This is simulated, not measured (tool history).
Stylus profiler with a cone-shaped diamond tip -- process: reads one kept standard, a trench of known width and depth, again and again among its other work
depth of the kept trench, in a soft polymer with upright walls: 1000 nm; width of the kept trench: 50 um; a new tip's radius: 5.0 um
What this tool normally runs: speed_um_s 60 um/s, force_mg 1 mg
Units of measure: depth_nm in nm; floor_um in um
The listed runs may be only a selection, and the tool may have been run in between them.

Run 1, hour 0: usual settings. Result: depth_nm 1003.99 nm, floor_um 43.59 um.
Run 2, hour 17.7: usual settings. Result: depth_nm 1003.28 nm, floor_um 43.51 um.
Run 3, hour 30.7: usual settings but force_mg 0.4 mg. Result: depth_nm 1001.63 nm, floor_um 43.38 um.
Run 4, hour 39.9: usual settings but force_mg 0.4 mg. Result: depth_nm 1002.14 nm, floor_um 43.31 um.
Run 5, hour 53.1: usual settings but force_mg 0.4 mg. Result: depth_nm 1001.34 nm, floor_um 43.37 um.
Run 6, hour 61.3: usual settings but force_mg 0.4 mg. Result: depth_nm 1001.57 nm, floor_um 43.33 um.
Run 7, hour 80.2: usual settings. Result: depth_nm 1003.38 nm, floor_um 43.47 um.
Run 8, hour 89.5: usual settings. Result: depth_nm 1003.79 nm, floor_um 43.4 um.
Run 9, hour 99.8: usual settings but speed_um_s 207 um/s, force_mg 1.91 mg. Result: depth_nm 1005.82 nm, floor_um 42.96 um.
Run 10, hour 112.8: usual settings but speed_um_s 27 um/s. Result: depth_nm 1003.6 nm, floor_um 43.56 um.
Run 11, hour 129.1: usual settings but speed_um_s 41 um/s, force_mg 0.68 mg. Result: depth_nm 1002.7 nm, floor_um 43.41 um.
Run 12, hour 144.2: usual settings but speed_um_s 41 um/s, force_mg 0.68 mg. Result: depth_nm 1002.48 nm, floor_um 43.37 um.
Run 13, hour 152.8: usual settings but speed_um_s 41 um/s, force_mg 0.68 mg. Result: depth_nm 1002.43 nm, floor_um 43.38 um.
Run 14, hour 169.8: usual settings but speed_um_s 55 um/s, force_mg 0.68 mg. Result: depth_nm 1002.55 nm, floor_um 43.24 um.
Run 15, hour 177.6: usual settings but speed_um_s 127 um/s, force_mg 0.6 mg. Result: depth_nm 1002.32 nm, floor_um 42.75 um.
Run 16, hour 186.7: usual settings but speed_um_s 16 um/s, force_mg 1.27 mg. Result: depth_nm 1004.2 nm, floor_um 43.53 um.

Below are 3 alternative next runs, each starting from the tool's condition after run 16. Predict each:
Run A, hour 197.7: usual settings but speed_um_s 16 um/s, force_mg 0.82 mg. Result: depth_nm ?, floor_um ?.
Run B, hour 197.7: usual settings but speed_um_s 87 um/s, force_mg 0.74 mg. Result: depth_nm ?, floor_um ?.
Run C, hour 197.7: usual settings but force_mg 0.4 mg. Result: depth_nm ?, floor_um ?.

run  depth_nm  floor_um
  A   1002.58     43.41
  B   1002.31     43.11
  C   1000.83     43.03
The same runs, with their run-to-run variation unchanged, on a tool lacking any hidden condition would have given:
run  depth_nm  floor_um
  A   1003.87     43.89
  B   1003.61     43.59
  C   1002.12     43.52

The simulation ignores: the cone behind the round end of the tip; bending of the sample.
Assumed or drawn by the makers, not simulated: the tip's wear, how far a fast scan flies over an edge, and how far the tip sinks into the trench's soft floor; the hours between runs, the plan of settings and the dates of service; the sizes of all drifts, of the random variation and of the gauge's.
